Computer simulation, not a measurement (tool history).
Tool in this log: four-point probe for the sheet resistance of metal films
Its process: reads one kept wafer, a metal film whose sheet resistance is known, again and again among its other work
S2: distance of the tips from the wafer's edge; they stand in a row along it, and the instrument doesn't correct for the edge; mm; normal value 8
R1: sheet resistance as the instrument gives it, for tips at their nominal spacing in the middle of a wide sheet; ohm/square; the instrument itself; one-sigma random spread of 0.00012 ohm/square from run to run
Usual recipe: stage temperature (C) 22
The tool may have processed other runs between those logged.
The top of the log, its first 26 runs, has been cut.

{"run": 27, "hour": 404.6, "stage temperature (C)": 25, "S2": 67, "R1": 0.606797}
{"run": 28, "hour": 425.0, "stage temperature (C)": 20, "S2": 26, "R1": 0.605117}
{"run": 29, "hour": 446.0, "stage temperature (C)": 21, "S2": 16, "R1": 0.606844}
{"run": 30, "hour": 462.8, "stage temperature (C)": 22, "S2": 17, "R1": 0.607007}
{"run": 31, "hour": 472.1, "stage temperature (C)": 22, "S2": 34, "R1": 0.605697}
{"run": 32, "hour": 488.9, "stage temperature (C)": 22, "S2": 34, "R1": 0.605753}
{"run": 33, "hour": 500.8, "stage temperature (C)": 29, "S2": 28, "R1": 0.608896}
{"run": 34, "hour": 515.3, "stage temperature (C)": 26, "S2": 21, "R1": 0.60803}
{"run": 35, "hour": 531.2, "stage temperature (C)": 31, "S2": 48, "R1": 0.609201}
{"run": 36, "hour": 543.8, "stage temperature (C)": 31, "S2": 48, "R1": 0.609283}
{"run": 37, "hour": 561.5, "stage temperature (C)": 32, "S2": 3, "R1": 0.662692}
{"run": 38, "hour": 571.9, "stage temperature (C)": 32, "S2": 3, "R1": 0.662801}
{"run": 39, "hour": 590.9, "stage temperature (C)": 32, "S2": 3, "R1": 0.662619}
{"run": 40, "hour": 608.5, "stage temperature (C)": 21, "S2": 8, "R1": 0.612721}
{"run": 41, "hour": 626.2, "stage temperature (C)": 23, "S2": 6, "R1": 0.619963}
{"run": 42, "hour": 643.0, "stage temperature (C)": 23, "S2": 4, "R1": 0.636622}
{"run": 43, "hour": 652.9, "stage temperature (C)": 23, "S2": 15, "R1": 0.607946}
{"run": 44, "hour": 670.8, "stage temperature (C)": 28, "S2": 5, "R1": 0.628002}
{"run": 45, "hour": 681.5, "stage temperature (C)": 28, "S2": 5, "R1": 0.627984}

Each row is a separate what-if for the run after 45, all from the same tool condition, not one after another. Results?
{"run": "A", "hour": 693.1, "stage temperature (C)": 24, "S2": 26, "R1": "?"}
{"run": "B", "hour": 693.1, "stage temperature (C)": 34, "S2": 8, "R1": "?"}
{"run": "C", "hour": 693.1, "stage temperature (C)": 18, "S2": 5, "R1": "?"}
{"run": "D", "hour": 693.1, "stage temperature (C)": 23, "S2": 8, "R1": "?"}

run=A R1=0.606708
run=B R1=0.618684
run=C R1=0.623773
run=D R1=0.613627
Without the tool's hidden state the same runs would have given:
run=A R1=0.607261
run=B R1=0.619256
run=C R1=0.624335
run=D R1=0.614185

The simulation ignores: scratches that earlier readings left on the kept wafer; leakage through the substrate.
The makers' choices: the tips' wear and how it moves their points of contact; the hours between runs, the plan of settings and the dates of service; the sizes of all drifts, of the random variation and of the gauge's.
